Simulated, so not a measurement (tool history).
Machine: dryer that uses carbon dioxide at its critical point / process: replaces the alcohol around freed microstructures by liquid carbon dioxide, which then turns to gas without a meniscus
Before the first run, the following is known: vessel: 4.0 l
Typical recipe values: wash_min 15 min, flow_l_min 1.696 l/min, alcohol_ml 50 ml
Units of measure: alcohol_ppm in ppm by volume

run,hour,wash_min,flow_l_min,alcohol_ml,alcohol_ppm
1,0,15,1.696,50,62
2,15,15,1.696,27,49
3,35.8,15,1.696,27,42
4,56.7,19,1.696,27,40
5,72.5,15,1.696,50,74
6,83.8,11,1.696,50,232
7,97.3,19,1.696,50,49
8,119.8,15,2.26,50,37
9,135.3,15,1.76,50,70
10,155.1,15,1.76,50,75
11,170.3,15,1.696,50,81
12,190.1,15,1.696,75,123
13,203.7,15,1.696,75,111
14,219.4,15,1.696,75,126
15,241.5,15,1.59,50,129
16,265.3,15,1.696,20,66
17,288.3,15,1.696,41,94
18,304.5,15,1.696,41,98
19,326,15,1.696,41,105
20,343.1,15,1.696,41,98
21,362.4,15,1.696,41,99
22,383.9,15,1.696,41,101
23,407.3,15,1.696,50,127
24,422.9,15,1.696,50,134
25,435.5,15,1.696,50,128
26,459.2,22,2.86,49,67
27,471.3,11,2.64,76,104
28,490.9,11,2.67,76,107
29,503.2,15,1.16,29,313
30,514.5,9,1.03,40,1723
# hour 536.9: inlet filter changed
31,537.6,9,1.03,40,1316
32,556.4,13,1.03,62,838
33,568.9,22,2.42,36,69
34,592.4,22,2.2,29,61
35,613.8,22,2.2,29,74
36,624.8,11,2.15,33,114
37,636.9,12,1.4,99,605
38,647.7,22,1.88,111,79
39,658,13,1.696,50,149
40,674.6,14,2.68,50,87
41,696.6,14,2.68,100,90
42,712.9,22,1.85,96,84
43,731.4,22,1.85,96,77
44,746.9,15,1.28,118,503
45,767.9,15,1.28,118,518
46,778.4,15,1.28,118,529
47,801,16,2.17,118,101

3 options for the next run, each taken on its own from the tool as it stands now. Forecast them:
A,813.3,17,2.07,28,?
B,813.3,13,1.35,78,?
C,813.3,11,1.09,119,?

run,alcohol_ppm
A,94
B,503
C,2308
Take away the tool's hidden state, keep each run's random variation, and the runs would have read:
run,alcohol_ppm
A,7
B,341
C,1932
